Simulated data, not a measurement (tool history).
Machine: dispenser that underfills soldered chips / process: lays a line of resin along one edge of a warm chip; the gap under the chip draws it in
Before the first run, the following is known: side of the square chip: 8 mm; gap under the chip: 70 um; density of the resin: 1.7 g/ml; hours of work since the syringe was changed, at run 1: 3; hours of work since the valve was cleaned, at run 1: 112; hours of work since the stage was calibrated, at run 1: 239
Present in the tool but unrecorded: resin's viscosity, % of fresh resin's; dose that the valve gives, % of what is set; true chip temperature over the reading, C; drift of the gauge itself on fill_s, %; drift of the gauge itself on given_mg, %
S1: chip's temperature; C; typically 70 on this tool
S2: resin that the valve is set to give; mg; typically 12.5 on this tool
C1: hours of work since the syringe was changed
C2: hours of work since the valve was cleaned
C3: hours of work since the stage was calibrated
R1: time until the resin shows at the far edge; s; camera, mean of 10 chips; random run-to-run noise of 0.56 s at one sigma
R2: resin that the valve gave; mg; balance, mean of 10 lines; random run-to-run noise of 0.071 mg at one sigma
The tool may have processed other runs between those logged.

run   hour  S1    S2  C1   C2   C3    R1     R2
  1      0  70  12.5   3  112  239  54.8   11.1
       4.2  -- new syringe of resin
       7.6  -- dispensing valve cleaned and set on the balance
      13.6  -- new syringe of resin
  2   13.7  68  12.5   0    4  248    50  12.45
      21.8  -- new syringe of resin
  3   27.5  68  12.5   4   14  258  62.1  12.38
      30.6  -- new syringe of resin
      38.4  -- new syringe of resin
  4     39  68  12.5   0   22  266  51.4   12.4
      46.8  -- new syringe of resin
  5   49.8  70  12.5   2   30  273  49.5  12.11
      54.9  -- new syringe of resin
  6   58.5  70  12.5   3   36  280  51.8  11.99
      62.9  -- new syringe of resin
  7   66.4  70  12.5   3   41  285  48.9  12.03
      71.1  -- new syringe of resin
  8   78.4  70  12.5   5   50  294  58.1  11.89
      79.7  -- new syringe of resin
        88  -- new syringe of resin
  9   91.2  57  12.5   2   59  302  98.3  11.93
      96.2  -- new syringe of resin
 10  102.5  70  11.7   5   67  310  57.7  10.87
     104.3  -- new syringe of resin
     112.6  -- new syringe of resin
 11  116.9  70  11.7   3   77  321  51.3  10.76
     120.6  -- new syringe of resin
 12  125.1  58  11.7   3   82  326  99.6  10.75
     129.2  -- new syringe of resin
 13  132.3  60  12.5   2   87  331  83.1   11.5
     137.6  -- new syringe of resin
       142  -- stage's temperature calibrated
 14  142.4  60  14.5   3   94    0  91.5  13.23

Predict the results of run 15:
     146.6  -- new syringe of resin
 15  150.1  60  14.5   3  99   6   ?   ?

{"run 15": {"R1": 92.6, "R2": 13.16}}
Had the tool carried no hidden state, the very same run would have given R1 79.7 s, R2 14.52 mg.

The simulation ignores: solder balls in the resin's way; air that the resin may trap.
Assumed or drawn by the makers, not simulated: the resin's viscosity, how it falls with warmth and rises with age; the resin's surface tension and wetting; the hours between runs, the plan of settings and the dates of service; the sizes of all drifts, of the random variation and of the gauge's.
